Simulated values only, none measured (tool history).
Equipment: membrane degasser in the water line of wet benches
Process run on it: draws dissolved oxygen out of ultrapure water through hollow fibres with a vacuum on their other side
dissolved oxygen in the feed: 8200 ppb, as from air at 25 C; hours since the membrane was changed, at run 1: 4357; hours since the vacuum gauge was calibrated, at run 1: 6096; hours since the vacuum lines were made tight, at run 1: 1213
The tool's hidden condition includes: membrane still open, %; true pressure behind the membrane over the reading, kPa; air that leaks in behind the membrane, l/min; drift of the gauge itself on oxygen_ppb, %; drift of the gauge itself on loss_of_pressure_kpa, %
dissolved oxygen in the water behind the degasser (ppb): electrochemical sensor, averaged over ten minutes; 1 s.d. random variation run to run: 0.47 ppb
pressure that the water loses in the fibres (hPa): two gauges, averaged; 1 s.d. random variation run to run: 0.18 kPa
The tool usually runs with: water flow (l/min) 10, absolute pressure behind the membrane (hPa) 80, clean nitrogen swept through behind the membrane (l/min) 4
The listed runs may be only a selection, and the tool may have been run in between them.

run	hour	water flow (l/min)	absolute pressure behind the membrane (hPa)	clean nitrogen swept through behind the membrane (l/min)	hours since the membrane was changed	hours since the vacuum gauge was calibrated	hours since the vacuum lines were made tight	dissolved oxygen in the water behind the degasser (ppb)	pressure that the water loses in the fibres (hPa)
1	0	10	80	4	4357	6096	1213	40.6	326.4
2	101.4	7	80	4	4458	6198	1314	24.3	227.8
3	189.8	10	80	4	4546	6286	1402	41.1	324.6
4	251	10	80	4	4607	6347	1463	42.1	328.6
5	359	10	80	4	4716	6455	1572	41.1	329.7
6	426.3	10	80	4	4783	6523	1639	42.1	329.2
7	555.6	10	68	4	4912	6652	1768	33.9	326.8
8	654.5	10	80	4	5011	6751	1867	41.7	327.2
9	740.2	10	80	4	5097	6837	1953	41.4	328.2
10	866.4	10	80	4	5223	6963	2079	42.3	332.1
11	993.1	10	136.3	4	5350	7089	2206	76.2	330
12	1113.8	10	161.9	4	5470	7210	2326	94.4	328.4
13	1196.1	10	161.9	4	5553	7292	2409	92.8	329.5
14	1318.1	10	161.9	4	5675	7414	2531	94.4	332.8
15	1404.1	10	161.9	4	5761	7500	2617	93.9	330.2
16	1520.2	6	161.9	4	5877	7617	2733	52.6	199.3
17	1604.3	6	161.9	4	5961	7701	2817	52.6	200.4
18	1692.2	7	161.9	4	6049	7789	2905	61.5	233.2
19	1824.1	15	146.4	8.48	6181	7920	3037	97.9	497.4
20	1896.7	8	65.2	5.85	6253	7993	3109	17.2	265.6
21	1975	8	65.2	5.85	6332	8071	3188	17.7	267.1
22	2085.6	12	100.4	4	6442	8182	3298	75.9	406.4
23	2152.6	14	125.3	1.61	6509	8249	3365	233.2	467.3
24	2215	10	55.6	9.81	6572	8311	3428	19.1	336.3
25	2300.7	10	102.4	2.59	6657	8397	3513	82.3	337.4
26	2430.1	7	80	4	6787	8526	3643	25.7	236.8
27	2489	7	143.3	1.88	6846	8585	3702	111.4	234.9
28	2581.6	8	191	5.45	6938	8678	3794	65.5	271.4
# hour 2647.5: vacuum gauge calibrated
29	2706	10	64.8	3.25	7062	58	3918	37.3	337.1
30	2768.6	10	136	11.36	7125	121	3981	36.2	338.7
31	2841.7	15	76.5	11.36	7198	194	4054	63.4	509.8

5 options for the next run, each taken on its own from the tool as it stands now. Forecast them:
A	2917.7	14	80	1.77	7274	270	4130	?	?
B	2917.7	10	65.6	4	7274	270	4130	?	?
C	2917.7	15	80	10.27	7274	270	4130	?	?
D	2917.7	13	80	4	7274	270	4130	?	?
E	2917.7	9	116.3	4	7274	270	4130	?	?

run	dissolved oxygen in the water behind the degasser (ppb)	pressure that the water loses in the fibres (hPa)
A	130.3	468.2
B	33.6	338.1
C	66.8	509.6
D	70.3	441.2
E	57.2	304.6
With the hidden condition removed and each run's random variation left untouched, the same runs would have given:
run	dissolved oxygen in the water behind the degasser (ppb)	pressure that the water loses in the fibres (hPa)
A	113.7	428.4
B	27.4	309.6
C	48	466.7
D	56.8	403.8
E	51.8	278.9
